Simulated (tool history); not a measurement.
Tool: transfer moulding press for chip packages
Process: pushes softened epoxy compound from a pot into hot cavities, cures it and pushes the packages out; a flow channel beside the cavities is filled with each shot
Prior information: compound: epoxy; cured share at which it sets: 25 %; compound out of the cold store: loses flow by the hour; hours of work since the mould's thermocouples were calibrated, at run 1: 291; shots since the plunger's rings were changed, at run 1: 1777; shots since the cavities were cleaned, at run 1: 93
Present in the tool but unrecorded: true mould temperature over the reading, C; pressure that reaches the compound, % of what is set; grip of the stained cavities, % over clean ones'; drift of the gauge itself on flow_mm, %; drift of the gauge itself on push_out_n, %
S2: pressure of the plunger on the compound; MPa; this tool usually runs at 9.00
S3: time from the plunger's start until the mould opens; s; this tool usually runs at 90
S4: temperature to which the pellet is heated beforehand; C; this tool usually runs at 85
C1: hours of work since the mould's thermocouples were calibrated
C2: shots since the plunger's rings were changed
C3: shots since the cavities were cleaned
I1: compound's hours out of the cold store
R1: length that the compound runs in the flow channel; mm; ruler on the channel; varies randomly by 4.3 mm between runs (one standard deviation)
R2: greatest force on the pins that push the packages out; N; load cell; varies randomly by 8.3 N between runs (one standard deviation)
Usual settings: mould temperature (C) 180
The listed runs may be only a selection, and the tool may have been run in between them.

{"run": 1, "hour": 0.0, "mould temperature (C)": 180, "S2": 9.0, "S3": 90, "S4": 85, "C1": 291, "C2": 1777, "C3": 93, "I1": 17.2, "R1": 512, "R2": 428}
{"hour": 44.9, "done": "cavities cleaned with cleaning compound and waxed"}
{"run": 2, "hour": 64.6, "mould temperature (C)": 180, "S2": 9.0, "S3": 90, "S4": 85, "C1": 329, "C2": 2573, "C3": 249, "I1": 25.0, "R1": 484, "R2": 480}
{"hour": 95.4, "done": "cavities cleaned with cleaning compound and waxed"}
{"run": 3, "hour": 110.2, "mould temperature (C)": 180, "S2": 9.0, "S3": 90, "S4": 85, "C1": 356, "C2": 3128, "C3": 187, "I1": 15.9, "R1": 508, "R2": 457}
{"hour": 151.6, "done": "cavities cleaned with cleaning compound and waxed"}
{"run": 4, "hour": 153.0, "mould temperature (C)": 180, "S2": 9.0, "S3": 90, "S4": 85, "C1": 381, "C2": 3648, "C3": 18, "I1": 42.7, "R1": 418, "R2": 389}
{"hour": 167.4, "done": "plunger's sealing rings changed"}
{"hour": 205.0, "done": "cavities cleaned with cleaning compound and waxed"}
{"run": 5, "hour": 250.8, "mould temperature (C)": 180, "S2": 9.0, "S3": 90, "S4": 90, "C1": 438, "C2": 1032, "C3": 577, "I1": 30.9, "R1": 473, "R2": 577}
{"hour": 256.5, "done": "cavities cleaned with cleaning compound and waxed"}
{"hour": 307.6, "done": "cavities cleaned with cleaning compound and waxed"}
{"run": 6, "hour": 333.1, "mould temperature (C)": 180, "S2": 9.68, "S3": 90, "S4": 85, "C1": 486, "C2": 2030, "C3": 321, "I1": 21.5, "R1": 513, "R2": 519}
{"hour": 358.1, "done": "cavities cleaned with cleaning compound and waxed"}
{"run": 7, "hour": 384.1, "mould temperature (C)": 180, "S2": 9.0, "S3": 90, "S4": 85, "C1": 516, "C2": 2654, "C3": 327, "I1": 19.2, "R1": 504, "R2": 544}
{"hour": 410.7, "done": "cavities cleaned with cleaning compound and waxed"}
{"run": 8, "hour": 427.1, "mould temperature (C)": 180, "S2": 9.0, "S3": 90, "S4": 77, "C1": 541, "C2": 3177, "C3": 207, "I1": 22.2, "R1": 487, "R2": 484}
{"hour": 435.0, "done": "mould's thermocouples calibrated"}
{"hour": 468.6, "done": "cavities cleaned with cleaning compound and waxed"}
{"hour": 483.2, "done": "plunger's sealing rings changed"}
{"run": 9, "hour": 505.0, "mould temperature (C)": 180, "S2": 7.61, "S3": 90, "S4": 85, "C1": 40, "C2": 274, "C3": 427, "I1": 25.2, "R1": 454, "R2": 530}
{"hour": 524.6, "done": "cavities cleaned with cleaning compound and waxed"}
{"run": 10, "hour": 572.5, "mould temperature (C)": 180, "S2": 9.0, "S3": 90, "S4": 80, "C1": 80, "C2": 1105, "C3": 603, "I1": 23.5, "R1": 489, "R2": 570}
{"hour": 582.7, "done": "cavities cleaned with cleaning compound and waxed"}
{"hour": 634.8, "done": "cavities cleaned with cleaning compound and waxed"}
{"run": 11, "hour": 641.4, "mould temperature (C)": 180, "S2": 9.0, "S3": 90, "S4": 80, "C1": 120, "C2": 1936, "C3": 84, "I1": 9.5, "R1": 541, "R2": 439}
{"hour": 685.0, "done": "cavities cleaned with cleaning compound and waxed"}
{"run": 12, "hour": 728.7, "mould temperature (C)": 180, "S2": 9.0, "S3": 90, "S4": 80, "C1": 172, "C2": 3016, "C3": 551, "I1": 31.3, "R1": 460, "R2": 547}
{"hour": 740.8, "done": "cavities cleaned with cleaning compound and waxed"}
{"hour": 791.0, "done": "cavities cleaned with cleaning compound and waxed"}
{"hour": 799.2, "done": "plunger's sealing rings changed"}
{"run": 13, "hour": 804.0, "mould temperature (C)": 180, "S2": 9.0, "S3": 90, "S4": 80, "C1": 214, "C2": 61, "C3": 132, "I1": 10.3, "R1": 546, "R2": 469}
{"hour": 843.8, "done": "cavities cleaned with cleaning compound and waxed"}
{"run": 14, "hour": 848.8, "mould temperature (C)": 182, "S2": 9.0, "S3": 90, "S4": 84, "C1": 240, "C2": 607, "C3": 63, "I1": 13.1, "R1": 529, "R2": 375}
{"hour": 895.4, "done": "cavities cleaned with cleaning compound and waxed"}
{"run": 15, "hour": 916.0, "mould temperature (C)": 180, "S2": 9.0, "S3": 77, "S4": 91, "C1": 280, "C2": 1435, "C3": 260, "I1": 18.0, "R1": 519, "R2": 648}
{"hour": 950.0, "done": "cavities cleaned with cleaning compound and waxed"}
{"run": 16, "hour": 986.7, "mould temperature (C)": 180, "S2": 9.0, "S3": 77, "S4": 91, "C1": 322, "C2": 2306, "C3": 462, "I1": 22.7, "R1": 495, "R2": 715}
{"hour": 1003.3, "done": "cavities cleaned with cleaning compound and waxed"}
{"hour": 1060.0, "done": "cavities cleaned with cleaning compound and waxed"}
{"run": 17, "hour": 1060.9, "mould temperature (C)": 174, "S2": 10.86, "S3": 77, "S4": 85, "C1": 365, "C2": 3203, "C3": 12, "I1": 8.8, "R1": 607, "R2": 808}
{"hour": 1114.4, "done": "plunger's sealing rings changed"}
{"hour": 1115.9, "done": "cavities cleaned with cleaning compound and waxed"}
{"run": 18, "hour": 1119.4, "mould temperature (C)": 174, "S2": 10.86, "S3": 77, "S4": 85, "C1": 398, "C2": 44, "C3": 44, "I1": 32.6, "R1": 536, "R2": 780}
{"hour": 1168.7, "done": "cavities cleaned with cleaning compound and waxed"}
{"run": 19, "hour": 1203.7, "mould temperature (C)": 174, "S2": 10.86, "S3": 77, "S4": 85, "C1": 448, "C2": 1087, "C3": 441, "I1": 44.4, "R1": 488, "R2": 986}
{"hour": 1218.8, "done": "cavities cleaned with cleaning compound and waxed"}
{"run": 20, "hour": 1243.5, "mould temperature (C)": 180, "S2": 9.0, "S3": 94, "S4": 85, "C1": 471, "C2": 1570, "C3": 311, "I1": 14.7, "R1": 518, "R2": 509}
{"hour": 1270.6, "done": "cavities cleaned with cleaning compound and waxed"}
{"run": 21, "hour": 1308.1, "mould temperature (C)": 178, "S2": 9.0, "S3": 90, "S4": 91, "C1": 509, "C2": 2365, "C3": 473, "I1": 27.5, "R1": 487, "R2": 608}
{"hour": 1326.7, "done": "cavities cleaned with cleaning compound and waxed"}
{"hour": 1367.7, "done": "mould's thermocouples calibrated"}
{"run": 22, "hour": 1367.7, "mould temperature (C)": 186, "S2": 8.24, "S3": 93, "S4": 94, "C1": 0, "C2": 3071, "C3": 491, "I1": 29.5, "R1": 429, "R2": 496}
{"hour": 1384.8, "done": "cavities cleaned with cleaning compound and waxed"}
{"hour": 1432.4, "done": "plunger's sealing rings changed"}
{"hour": 1438.7, "done": "cavities cleaned with cleaning compound and waxed"}
{"run": 23, "hour": 1468.0, "mould temperature (C)": 181, "S2": 8.24, "S3": 93, "S4": 87, "C1": 57, "C2": 429, "C3": 369, "I1": 11.1, "R1": 522, "R2": 510}
{"hour": 1490.4, "done": "cavities cleaned with cleaning compound and waxed"}
{"run": 24, "hour": 1525.0, "mould temperature (C)": 181, "S2": 8.24, "S3": 93, "S4": 87, "C1": 91, "C2": 1128, "C3": 436, "I1": 9.5, "R1": 516, "R2": 501}
{"hour": 1544.1, "done": "cavities cleaned with cleaning compound and waxed"}
{"hour": 1594.5, "done": "cavities cleaned with cleaning compound and waxed"}
{"run": 25, "hour": 1607.0, "mould temperature (C)": 182, "S2": 8.24, "S3": 93, "S4": 87, "C1": 139, "C2": 2124, "C3": 158, "I1": 33.4, "R1": 437, "R2": 396}

What if the next run were any one of these 4? Each begins from the tool's condition after run 25:
{"hour": 1646.3, "done": "cavities cleaned with cleaning compound and waxed"}
{"run": "A", "hour": 1690.0, "mould temperature (C)": 185, "S2": 8.24, "S3": 93, "S4": 83, "C1": 188, "C2": 3150, "C3": 551, "I1": 33.6, "R1": "?", "R2": "?"}
{"hour": 1646.3, "done": "cavities cleaned with cleaning compound and waxed"}
{"run": "B", "hour": 1690.0, "mould temperature (C)": 176, "S2": 9.0, "S3": 127, "S4": 86, "C1": 188, "C2": 3150, "C3": 551, "I1": 34.9, "R1": "?", "R2": "?"}
{"hour": 1646.3, "done": "cavities cleaned with cleaning compound and waxed"}
{"run": "C", "hour": 1690.0, "mould temperature (C)": 180, "S2": 10.26, "S3": 81, "S4": 85, "C1": 188, "C2": 3150, "C3": 551, "I1": 26.1, "R1": "?", "R2": "?"}
{"hour": 1646.3, "done": "cavities cleaned with cleaning compound and waxed"}
{"run": "D", "hour": 1690.0, "mould temperature (C)": 182, "S2": 8.24, "S3": 73, "S4": 87, "C1": 188, "C2": 3150, "C3": 551, "I1": 44.7, "R1": "?", "R2": "?"}

run=A R1=426 R2=484
run=B R1=447 R2=498
run=C R1=511 R2=672
run=D R1=393 R2=702
The same runs, with their run-to-run variation unchanged, on a tool lacking any hidden condition would have given:
run=A R1=443 R2=312
run=B R1=465 R2=323
run=C R1=532 R2=433
run=D R1=409 R2=455
